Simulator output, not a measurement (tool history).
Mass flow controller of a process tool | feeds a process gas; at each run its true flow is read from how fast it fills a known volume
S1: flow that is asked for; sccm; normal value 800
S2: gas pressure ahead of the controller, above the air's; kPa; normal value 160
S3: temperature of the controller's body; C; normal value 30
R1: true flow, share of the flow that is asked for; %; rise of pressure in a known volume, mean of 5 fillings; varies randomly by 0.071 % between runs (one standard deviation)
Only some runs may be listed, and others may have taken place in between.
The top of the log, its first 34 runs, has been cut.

| run | hour | S1 | S2 | S3 | R1 |
|---|---|---|---|---|---|
| 35 | 10971.7 | 118 | 205 | 31 | 98.86 |
| 36 | 11429.7 | 745 | 163 | 30 | 98.78 |
| 37 | 11623.1 | 185 | 234 | 30 | 98.72 |
| 38 | 11850.8 | 103 | 234 | 32 | 99.38 |
| 39 | 12120.1 | 133 | 160 | 29 | 98.20 |
| 40 | 12427.5 | 133 | 160 | 29 | 98.20 |
| 41 | 12728.8 | 800 | 165 | 30 | 98.31 |
| 42 | 12961.6 | 800 | 165 | 37 | 98.97 |
| 43 | 13268.5 | 800 | 160 | 27 | 97.74 |
| 44 | 13686.2 | 213 | 168 | 31 | 97.74 |
| 45 | 13978.6 | 213 | 168 | 31 | 97.90 |
| 46 | 14327.5 | 213 | 168 | 31 | 97.69 |
| 47 | 14766.9 | 173 | 160 | 32 | 97.99 |
| 48 | 15037.0 | 342 | 159 | 32 | 97.25 |
| 49 | 15362.7 | 342 | 159 | 32 | 97.08 |

3 ways to go on from here, each from the tool as it stands after run 49. What would each give?
| A | 15669.2 | 460 | 160 | 34 | ? |
| B | 15669.2 | 800 | 160 | 23 | ? |
| C | 15669.2 | 342 | 244 | 32 | ? |

| run | R1 |
|---|---|
| A | 97.37 |
| B | 96.41 |
| C | 97.61 |
The same runs, with their run-to-run variation unchanged, on a tool lacking any hidden condition would have given:
| run | R1 |
|---|---|
| A | 99.59 |
| B | 99.01 |
| C | 99.52 |
